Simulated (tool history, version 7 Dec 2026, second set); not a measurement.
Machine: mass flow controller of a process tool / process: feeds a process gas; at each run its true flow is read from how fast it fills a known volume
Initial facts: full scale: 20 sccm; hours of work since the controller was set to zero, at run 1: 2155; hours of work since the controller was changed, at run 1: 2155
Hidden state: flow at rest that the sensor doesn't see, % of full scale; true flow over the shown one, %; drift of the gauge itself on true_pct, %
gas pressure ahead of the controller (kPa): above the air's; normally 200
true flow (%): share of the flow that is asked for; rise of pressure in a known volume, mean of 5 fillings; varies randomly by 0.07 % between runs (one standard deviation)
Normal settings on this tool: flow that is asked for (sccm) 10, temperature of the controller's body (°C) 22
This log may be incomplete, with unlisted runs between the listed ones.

| run | day | flow that is asked for (sccm) | gas pressure ahead of the controller (kPa) | temperature of the controller's body (°C) | hours of work since the controller was set to zero | hours of work since the controller was changed | true flow (%) |
|---|---|---|---|---|---|---|---|
| 1 | 0 | 10 | 200 | 22 | 2155 | 2155 | 98.96 |
| 2 | 4.117 | 6 | 200 | 22 | 2189 | 2189 | 98.55 |
| 3 | 11.704 | 6 | 200 | 22 | 2251 | 2251 | 98.71 |
| 4 | 18.042 | 6 | 200 | 22 | 2302 | 2302 | 98.78 |
| 5 | 25.121 | 10 | 200 | 22 | 2360 | 2360 | 99.25 |
| 6 | 30.033 | 10 | 200 | 22 | 2400 | 2400 | 99.4 |
| 7 | 38.5 | 10 | 200 | 22 | 2469 | 2469 | 99.35 |
| 8 | 42.879 | 10 | 200 | 22 | 2505 | 2505 | 99.48 |
| 9 | 48 | 10 | 200 | 22 | 2547 | 2547 | 99.66 |
| 10 | 55.204 | 10 | 177 | 22 | 2606 | 2606 | 99.55 |
| 11 | 61.896 | 14 | 201 | 26 | 2660 | 2660 | 99.95 |
| 12 | 69.238 | 14 | 201 | 26 | 2720 | 2720 | 100.07 |
| 13 | 74.825 | 14 | 161 | 26 | 2766 | 2766 | 100.01 |
| 14 | 79.829 | 14 | 161 | 26 | 2807 | 2807 | 99.93 |
|  | 82.517 | gauge calibrated |
| 15 | 88.321 | 14 | 161 | 26 | 2876 | 2876 | 99.28 |
| 16 | 94.054 | 14 | 161 | 26 | 2923 | 2923 | 99.29 |
| 17 | 102.062 | 3 | 211 | 36 | 2988 | 2988 | 98.17 |
| 18 | 107.246 | 4 | 200 | 25 | 3031 | 3031 | 98.59 |

Forecast run 19:
| 19 | 114.033 | 8 | 243 | 31 | 3086 | 3086 | ? |

true flow (%): 98.88
Were there no unlogged condition in the tool, this run, its random variation unchanged, would have produced true flow (%) 98.54.

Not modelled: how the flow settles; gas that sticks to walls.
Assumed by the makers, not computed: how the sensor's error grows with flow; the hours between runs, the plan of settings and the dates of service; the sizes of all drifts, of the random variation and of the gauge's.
